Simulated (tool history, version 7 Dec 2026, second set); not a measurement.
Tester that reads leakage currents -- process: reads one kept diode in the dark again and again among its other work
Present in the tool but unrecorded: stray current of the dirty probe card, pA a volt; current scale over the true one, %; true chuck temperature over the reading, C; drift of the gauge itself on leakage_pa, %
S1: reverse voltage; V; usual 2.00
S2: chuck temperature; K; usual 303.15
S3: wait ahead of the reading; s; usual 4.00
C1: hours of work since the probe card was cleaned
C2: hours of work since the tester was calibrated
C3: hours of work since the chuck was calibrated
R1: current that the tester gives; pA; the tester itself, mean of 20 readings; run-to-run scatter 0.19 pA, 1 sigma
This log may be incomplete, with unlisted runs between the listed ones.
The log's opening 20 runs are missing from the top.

{"hour": 676.6, "done": "chuck's temperature calibrated"}
{"run": 21, "hour": 720.6, "S1": 1.03, "S2": 316.15, "S3": 2.73, "C1": 486, "C2": 578, "C3": 34, "R1": 132.19}
{"run": 22, "hour": 768.1, "S1": 13.99, "S2": 316.15, "S3": 1.03, "C1": 522, "C2": 615, "C3": 70, "R1": 381.08}
{"run": 23, "hour": 812.2, "S1": 13.99, "S2": 316.15, "S3": 1.03, "C1": 556, "C2": 648, "C3": 104, "R1": 382.43}
{"run": 24, "hour": 838.4, "S1": 13.99, "S2": 316.15, "S3": 1.03, "C1": 576, "C2": 669, "C3": 124, "R1": 383.15}
{"hour": 852.6, "done": "chuck's temperature calibrated, once more"}
{"run": 25, "hour": 886.9, "S1": 5.23, "S2": 316.15, "S3": 0.87, "C1": 612, "C2": 704, "C3": 26, "R1": 224.39}
{"run": 26, "hour": 934.6, "S1": 5.23, "S2": 316.15, "S3": 0.87, "C1": 648, "C2": 741, "C3": 63, "R1": 225.22}
{"run": 27, "hour": 970.6, "S1": 1.67, "S2": 304.15, "S3": 3.64, "C1": 676, "C2": 768, "C3": 90, "R1": 62.73}
{"run": 28, "hour": 1002.7, "S1": 5.02, "S2": 320.15, "S3": 4.0, "C1": 700, "C2": 793, "C3": 115, "R1": 284.1}
{"run": 29, "hour": 1045.2, "S1": 16.74, "S2": 294.15, "S3": 4.0, "C1": 733, "C2": 826, "C3": 148, "R1": 89.34}
{"run": 30, "hour": 1080.3, "S1": 2.03, "S2": 307.15, "S3": 4.0, "C1": 760, "C2": 852, "C3": 175, "R1": 84.51}
{"run": 31, "hour": 1106.3, "S1": 2.03, "S2": 307.15, "S3": 4.0, "C1": 780, "C2": 872, "C3": 194, "R1": 84.01}
{"run": 32, "hour": 1151.7, "S1": 2.03, "S2": 307.15, "S3": 4.0, "C1": 815, "C2": 907, "C3": 229, "R1": 84.71}
{"run": 33, "hour": 1195.7, "S1": 2.03, "S2": 315.15, "S3": 1.66, "C1": 848, "C2": 941, "C3": 263, "R1": 144.63}
{"run": 34, "hour": 1234.0, "S1": 2.03, "S2": 315.15, "S3": 1.66, "C1": 878, "C2": 970, "C3": 292, "R1": 145.5}
{"run": 35, "hour": 1281.1, "S1": 2.03, "S2": 315.15, "S3": 1.66, "C1": 914, "C2": 1006, "C3": 329, "R1": 145.27}
{"run": 36, "hour": 1311.6, "S1": 2.03, "S2": 315.15, "S3": 1.66, "C1": 937, "C2": 1030, "C3": 352, "R1": 145.71}
{"run": 37, "hour": 1340.0, "S1": 2.03, "S2": 315.15, "S3": 1.66, "C1": 959, "C2": 1052, "C3": 374, "R1": 146.54}
{"run": 38, "hour": 1363.2, "S1": 10.05, "S2": 314.15, "S3": 1.66, "C1": 977, "C2": 1069, "C3": 391, "R1": 265.07}
{"run": 39, "hour": 1409.0, "S1": 1.6, "S2": 331.15, "S3": 0.65, "C1": 1012, "C2": 1104, "C3": 427, "R1": 364.6}

Below are 5 alternative next runs, each starting from the tool's condition after run 39. Predict each:
{"run": "A", "hour": 1457.3, "S1": 17.49, "S2": 298.15, "S3": 0.65, "C1": 1049, "C2": 1142, "C3": 464, "R1": "?"}
{"run": "B", "hour": 1457.3, "S1": 10.43, "S2": 293.15, "S3": 1.29, "C1": 1049, "C2": 1142, "C3": 464, "R1": "?"}
{"run": "C", "hour": 1457.3, "S1": 1.6, "S2": 317.15, "S3": 2.06, "C1": 1049, "C2": 1142, "C3": 464, "R1": "?"}
{"run": "D", "hour": 1457.3, "S1": 3.01, "S2": 332.15, "S3": 2.32, "C1": 1049, "C2": 1142, "C3": 464, "R1": "?"}
{"run": "E", "hour": 1457.3, "S1": 2.0, "S2": 296.15, "S3": 2.58, "C1": 1049, "C2": 1142, "C3": 464, "R1": "?"}

run=A R1=131.89
run=B R1=73.12
run=C R1=151.40
run=D R1=497.29
run=E R1=40.03
With the hidden condition removed and each run's random variation left untouched, the same runs would have given:
run=A R1=106.30
run=B R1=57.77
run=C R1=146.57
run=D R1=485.58
run=E R1=36.52

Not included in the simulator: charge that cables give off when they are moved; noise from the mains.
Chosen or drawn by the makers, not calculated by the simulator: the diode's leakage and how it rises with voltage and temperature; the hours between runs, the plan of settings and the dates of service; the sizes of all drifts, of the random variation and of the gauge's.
